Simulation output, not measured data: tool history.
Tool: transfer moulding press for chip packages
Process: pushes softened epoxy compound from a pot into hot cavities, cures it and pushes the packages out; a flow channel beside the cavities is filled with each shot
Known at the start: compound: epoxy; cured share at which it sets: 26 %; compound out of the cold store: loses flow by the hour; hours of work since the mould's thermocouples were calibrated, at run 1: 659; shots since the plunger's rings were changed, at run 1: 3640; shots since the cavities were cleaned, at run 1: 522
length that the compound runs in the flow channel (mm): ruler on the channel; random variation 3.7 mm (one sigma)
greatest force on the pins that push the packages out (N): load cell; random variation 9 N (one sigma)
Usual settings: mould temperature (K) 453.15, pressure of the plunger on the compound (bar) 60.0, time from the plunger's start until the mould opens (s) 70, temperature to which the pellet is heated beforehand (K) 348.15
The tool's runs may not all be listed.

run   hour  mould temperature (K)  pressure of the plunger on the compound (bar)  time from the plunger's start until the mould opens (s)  temperature to which the pellet is heated beforehand (K)  hours of work since the mould's thermocouples were calibrated  shots since the plunger's rings were changed  shots since the cavities were cleaned  incoming compound's hours out of the cold store  length that the compound runs in the flow channel (mm)  greatest force on the pins that push the packages out (N)
  1    0.0                 453.15                                           60.0                                                       70                                                    348.15                                                            659                                          3640                                    522                                             36.9                                                     601                                                        646
  2   18.1                 453.15                                           45.7                                                       70                                                    348.15                                                            669                                          3870                                    752                                             23.2                                                     574                                                        695
  3   39.7                 453.15                                           45.7                                                       70                                                    348.15                                                            682                                          4143                                   1025                                             22.9                                                     570                                                        745
      43.4  -- cavities cleaned with cleaning compound and waxed
  4   78.0                 453.15                                           45.7                                                       70                                                    348.15                                                            704                                          4611                                    440                                             34.2                                                     525                                                        603
  5   99.4                 453.15                                           45.7                                                       70                                                    348.15                                                            717                                          4883                                    712                                             38.8                                                     510                                                        661
  6  118.8                 453.15                                           69.7                                                       70                                                    348.15                                                            728                                          5128                                    957                                             40.4                                                     615                                                        682
     127.6  -- cavities cleaned with cleaning compound and waxed
  7  148.7                 453.15                                           69.7                                                       70                                                    348.15                                                            745                                          5489                                    268                                             35.4                                                     635                                                        536
  8  177.0                 453.15                                           60.0                                                      105                                                    348.15                                                            761                                          5847                                    626                                             31.6                                                     601                                                        375
     206.6  -- mould's thermocouples calibrated
  9  211.3                 453.15                                           60.0                                                      105                                                    348.15                                                              3                                          6257                                   1036                                             22.0                                                     640                                                        425
     214.3  -- cavities cleaned with cleaning compound and waxed
     249.9  -- plunger's sealing rings changed
 10  249.9                 453.15                                           60.0                                                      105                                                    348.15                                                             23                                             0                                    419                                             44.7                                                     593                                                        337
 11  277.0                 453.15                                           60.0                                                      105                                                    348.15                                                             39                                           344                                    763                                             34.3                                                     638                                                        411
     301.7  -- cavities cleaned with cleaning compound and waxed
 12  313.5                 453.15                                           60.0                                                       70                                                    348.15                                                             60                                           788                                    150                                             39.2                                                     609                                                        451
 13  350.6                 453.15                                           60.0                                                       70                                                    348.15                                                             82                                          1258                                    620                                             26.1                                                     661                                                        635
 14  374.2                 453.15                                           60.0                                                       70                                                    348.15                                                             96                                          1557                                    919                                             40.8                                                     601                                                        654
     388.4  -- cavities cleaned with cleaning compound and waxed
 15  394.9                 453.15                                           60.0                                                       70                                                    348.15                                                            107                                          1801                                     82                                             46.4                                                     572                                                        390
 16  423.6                 453.15                                           60.0                                                       75                                                    348.15                                                            124                                          2165                                    446                                             30.1                                                     638                                                        499
 17  453.8                 446.15                                           54.7                                                       75                                                    357.15                                                            142                                          2548                                    829                                             19.9                                                     659                                                        905
     473.8  -- cavities cleaned with cleaning compound and waxed
 18  486.9                 453.15                                           54.4                                                       75                                                    348.15                                                            160                                          2948                                    165                                             28.6                                                     600                                                        414
 19  503.0                 451.15                                           72.4                                                       50                                                    346.15                                                            170                                          3153                                    370                                             22.8                                                     732                                                       1487
 20  525.8                 453.15                                           61.3                                                       70                                                    354.15                                                            183                                          3442                                    659                                             41.2                                                     589                                                        629
 21  553.8                 453.15                                           61.3                                                       70                                                    354.15                                                            200                                          3797                                   1014                                             19.1                                                     674                                                        730
     557.8  -- cavities cleaned with cleaning compound and waxed
 22  587.7                 453.15                                           61.3                                                       70                                                    354.15                                                            219                                          4209                                    380                                             11.5                                                     712                                                        624
 23  621.8                 455.15                                           64.6                                                       70                                                    354.15                                                            239                                          4641                                    812                                             34.4                                                     624                                                        601
     641.6  -- cavities cleaned with cleaning compound and waxed
 24  652.7                 459.15                                           63.4                                                       70                                                    348.15                                                            257                                          5014                                    141                                             14.5                                                     686                                                        371
 25  672.0                 454.15                                           60.0                                                       52                                                    348.15                                                            268                                          5259                                    386                                             25.1                                                     632                                                       1218
 26  708.2                 454.15                                           60.0                                                       61                                                    352.15                                                            289                                          5718                                    845                                             38.1                                                     581                                                        859
     726.0  -- cavities cleaned with cleaning compound and waxed
 27  726.0                 454.15                                           60.0                                                       68                                                    349.15                                                            299                                          5924                                      0                                             11.6                                                     683                                                        448
 28  741.1                 454.15                                           60.0                                                       68                                                    349.15                                                            308                                          6116                                    192                                             11.5                                                     689                                                        547

Forecast each of these 3 alternatives for the next run:
  A  771.6                 453.15                                           60.0                                                       59                                                    348.15                                                            326                                          6503                                    579                                             46.4                                                       ?                                                          ?
  B  771.6                 454.15                                           60.5                                                       74                                                    343.15                                                            326                                          6503                                    579                                             26.7                                                       ?                                                          ?
  C  771.6                 461.15                                           60.0                                                       70                                                    348.15                                                            326                                          6503                                    579                                             42.2                                                       ?                                                          ?

run  length that the compound runs in the flow channel (mm)  greatest force on the pins that push the packages out (N)
  A                                                     546                                                        969
  B                                                     620                                                        528
  C                                                     545                                                        432
Without the tool's hidden state the same runs would have given:
run  length that the compound runs in the flow channel (mm)  greatest force on the pins that push the packages out (N)
  A                                                     590                                                        590
  B                                                     669                                                        323
  C                                                     589                                                        267
